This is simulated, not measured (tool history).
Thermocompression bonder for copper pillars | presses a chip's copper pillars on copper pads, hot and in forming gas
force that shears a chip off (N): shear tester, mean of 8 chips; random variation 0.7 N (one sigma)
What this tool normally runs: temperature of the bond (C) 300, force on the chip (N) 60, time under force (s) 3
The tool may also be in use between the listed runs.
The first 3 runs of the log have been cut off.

run,hour,temperature of the bond (C),force on the chip (N),time under force (s),hours of work since the heater was calibrated,hours of work since the force cell was calibrated,hours of work since the gas filter was changed,force that shears a chip off (N)
4,16.1,300,60,3,155,148,50,48.7
5,22.7,300,60,3,159,151,53,49
6,31.5,300,60,3,163,156,57,49.6
7,38.2,303,60,3,166,159,60,51.7
8,46.8,303,60,3,170,163,65,51.6
9,51.1,320,60,3,173,165,67,61.9
10,58,320,60,3,176,169,70,62
11,65.2,300,60,3,180,172,74,49.3
12,73.6,300,78,3,184,176,78,58.7
13,82.2,300,78,3,188,181,82,58.6
14,91.1,300,78,3,192,185,86,57.8
15,96,300,78,3,195,187,89,58
16,100.3,294,78,3,197,189,91,54.1
17,104.4,294,78,3,199,192,93,55.7
18,114,294,78,3,203,196,98,53.5
19,118.3,300,60,3,206,198,100,49.9
20,127.9,300,60,3,210,203,104,48.6
21,134.2,285,84,5,213,206,107,60.3
22,139.3,300,44,9,216,209,110,57.2
23,148.4,300,37,8,220,213,114,49.6
24,153.6,309,60,3,223,216,117,53.5
25,162,307,60,3,227,220,121,52.2
26,166.1,278,60,4,229,222,123,40.4

Estimate the outcome of run 27 from the log above:
27,170.1,282,75,8,231,224,125,?

{"run 27": {"force that shears a chip off (N)": 61.6}}
Had the tool carried no hidden state, the very same run would have given force that shears a chip off (N) 62.4.
